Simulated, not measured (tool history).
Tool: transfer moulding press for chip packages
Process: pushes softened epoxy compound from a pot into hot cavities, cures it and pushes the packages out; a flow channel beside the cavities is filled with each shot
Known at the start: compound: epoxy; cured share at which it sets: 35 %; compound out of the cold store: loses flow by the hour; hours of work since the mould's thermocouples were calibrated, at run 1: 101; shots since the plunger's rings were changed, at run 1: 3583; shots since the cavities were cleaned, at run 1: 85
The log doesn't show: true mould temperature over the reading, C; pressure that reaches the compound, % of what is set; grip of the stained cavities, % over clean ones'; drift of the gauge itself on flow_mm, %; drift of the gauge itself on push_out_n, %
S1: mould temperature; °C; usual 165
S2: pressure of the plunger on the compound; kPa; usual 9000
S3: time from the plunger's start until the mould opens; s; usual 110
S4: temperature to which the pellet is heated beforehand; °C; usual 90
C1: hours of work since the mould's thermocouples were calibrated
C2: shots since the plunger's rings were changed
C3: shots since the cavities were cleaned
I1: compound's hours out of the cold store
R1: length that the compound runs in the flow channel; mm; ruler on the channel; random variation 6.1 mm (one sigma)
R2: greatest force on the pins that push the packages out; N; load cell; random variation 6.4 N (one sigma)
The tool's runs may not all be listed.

Run 1, hour 0.0: usual settings; C1 101; C2 3583; C3 85; I1 27.8. Result: R1 641 mm, R2 296 N.
Run 2, hour 18.4: usual settings; C1 114; C2 3802; C3 304; I1 15.7. Result: R1 698 mm, R2 377 N.
At hour 36.8: cavities cleaned with cleaning compound and waxed.
Run 3, hour 39.7: usual settings; C1 128; C2 4039; C3 35; I1 37.3. Result: R1 598 mm, R2 262 N.
Run 4, hour 54.5: usual settings; C1 138; C2 4216; C3 212; I1 26.9. Result: R1 637 mm, R2 351 N.
Run 5, hour 73.6: usual settings; C1 152; C2 4444; C3 440; I1 11.4. Result: R1 707 mm, R2 420 N.
At hour 80.5: cavities cleaned with cleaning compound and waxed.
Run 6, hour 86.4: usual settings but S4 85 °C; C1 160; C2 4578; C3 71; I1 25.9. Result: R1 639 mm, R2 290 N.
Run 7, hour 98.5: usual settings but S4 85 °C; C1 168; C2 4722; C3 215; I1 10.4. Result: R1 709 mm, R2 372 N.
Run 8, hour 113.4: usual settings; C1 179; C2 4900; C3 393; I1 45.5. Result: R1 567 mm, R2 381 N.
At hour 116.9: mould's thermocouples calibrated.
At hour 126.1: cavities cleaned with cleaning compound and waxed.
Run 9, hour 128.9: usual settings but S2 7510 kPa; C1 7; C2 5043; C3 33; I1 12.3. Result: R1 633 mm, R2 274 N.
Run 10, hour 146.6: usual settings but S1 171 °C, S2 9770 kPa, S4 100 °C; C1 20; C2 5255; C3 245; I1 20.4. Result: R1 665 mm, R2 311 N.
At hour 151.5: mould's thermocouples calibrated, once more.
At hour 160.1: plunger's sealing rings changed.
Run 11, hour 163.4: usual settings but S1 172 °C, S2 7370 kPa, S4 99 °C; C1 7; C2 40; C3 392; I1 28.7. Result: R1 616 mm, R2 320 N.
Run 12, hour 172.0: usual settings but S2 10950 kPa; C1 13; C2 142; C3 494; I1 42.1. Result: R1 704 mm, R2 407 N.
At hour 175.4: cavities cleaned with cleaning compound and waxed.
Run 13, hour 184.4: usual settings but S2 10950 kPa; C1 20; C2 272; C3 107; I1 35.3. Result: R1 726 mm, R2 293 N.
Run 14, hour 205.0: usual settings but S1 169 °C, S2 10640 kPa, S3 120 s; C1 35; C2 518; C3 353; I1 13.6. Result: R1 809 mm, R2 325 N.
At hour 219.4: cavities cleaned with cleaning compound and waxed.
Run 15, hour 222.2: usual settings but S1 169 °C, S2 10640 kPa, S3 120 s; C1 46; C2 706; C3 33; I1 19.8. Result: R1 759 mm, R2 214 N.

Forecast each of these 4 alternatives for the next run:
Run A, hour 234.0: usual settings but S1 169 °C, S2 8350 kPa, S3 120 s, S4 97 °C; C1 54; C2 847; C3 174; I1 27.0. Result: R1 ?, R2 ?.
Run B, hour 234.0: usual settings but S1 172 °C, S2 10030 kPa, S4 96 °C; C1 54; C2 847; C3 174; I1 33.6. Result: R1 ?, R2 ?.
Run C, hour 234.0: usual settings but S1 169 °C, S2 7170 kPa, S3 120 s, S4 88 °C; C1 54; C2 847; C3 174; I1 10.5. Result: R1 ?, R2 ?.
Run D, hour 234.0: usual settings but S1 164 °C, S3 113 s, S4 95 °C; C1 54; C2 847; C3 174; I1 32.0. Result: R1 ?, R2 ?.

run   R1   R2
  A  657  262
  B  680  273
  C  676  286
  D  663  325
Without the tool's hidden state the same runs would have given:
run   R1   R2
  A  667  196
  B  691  208
  C  687  215
  D  674  247

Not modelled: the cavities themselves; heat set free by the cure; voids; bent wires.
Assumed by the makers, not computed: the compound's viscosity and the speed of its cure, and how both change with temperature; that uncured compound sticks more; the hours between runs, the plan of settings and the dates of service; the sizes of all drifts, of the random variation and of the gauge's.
